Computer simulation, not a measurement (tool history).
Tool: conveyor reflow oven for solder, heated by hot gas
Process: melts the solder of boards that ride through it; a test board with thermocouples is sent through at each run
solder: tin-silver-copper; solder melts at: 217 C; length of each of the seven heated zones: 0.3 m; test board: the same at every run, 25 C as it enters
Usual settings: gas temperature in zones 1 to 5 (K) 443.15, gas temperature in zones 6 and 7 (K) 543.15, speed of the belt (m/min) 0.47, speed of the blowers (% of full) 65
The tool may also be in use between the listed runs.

run,day,gas temperature in zones 1 to 5 (K),gas temperature in zones 6 and 7 (K),speed of the belt (m/min),speed of the blowers (% of full),highest temperature of the board (K),time above the solder's melting point (s)
1,0.000,443.15,543.15,0.47,65,529.45,59.3
2,0.383,443.15,543.15,0.47,65,529.35,58.9
3,1.067,443.15,543.15,0.47,65,529.25,59.4
4,1.796,443.15,543.15,0.47,65,529.45,59.4
5,2.183,458.15,543.15,0.47,65,531.45,66.3
6,2.646,458.15,543.15,0.47,65,531.45,66.3
7,3.238,458.15,543.15,0.47,87,534.85,68.3
8,4.033,458.15,540.15,0.47,87,531.95,67.3
9,4.788,458.15,540.15,0.47,87,531.75,66.9
10,5.446,443.15,543.15,0.47,65,529.05,59.0
11,6.096,443.15,543.15,0.47,65,529.35,59.3
12,6.462,443.15,543.15,0.47,65,529.05,59.5
13,7.167,443.15,543.15,0.47,65,529.65,59.4
14,7.579,443.15,543.15,0.47,65,529.35,59.3
15,8.254,443.15,543.15,0.47,65,529.25,59.1

Forecast run 16:
16,8.621,443.15,543.15,0.47,65,?,?

Run 16 gave highest temperature of the board (K) 529.05, time above the solder's melting point (s) 59.1.
Without the tool's hidden state the same run would have given highest temperature of the board (K) 528.45, time above the solder's melting point (s) 58.5.
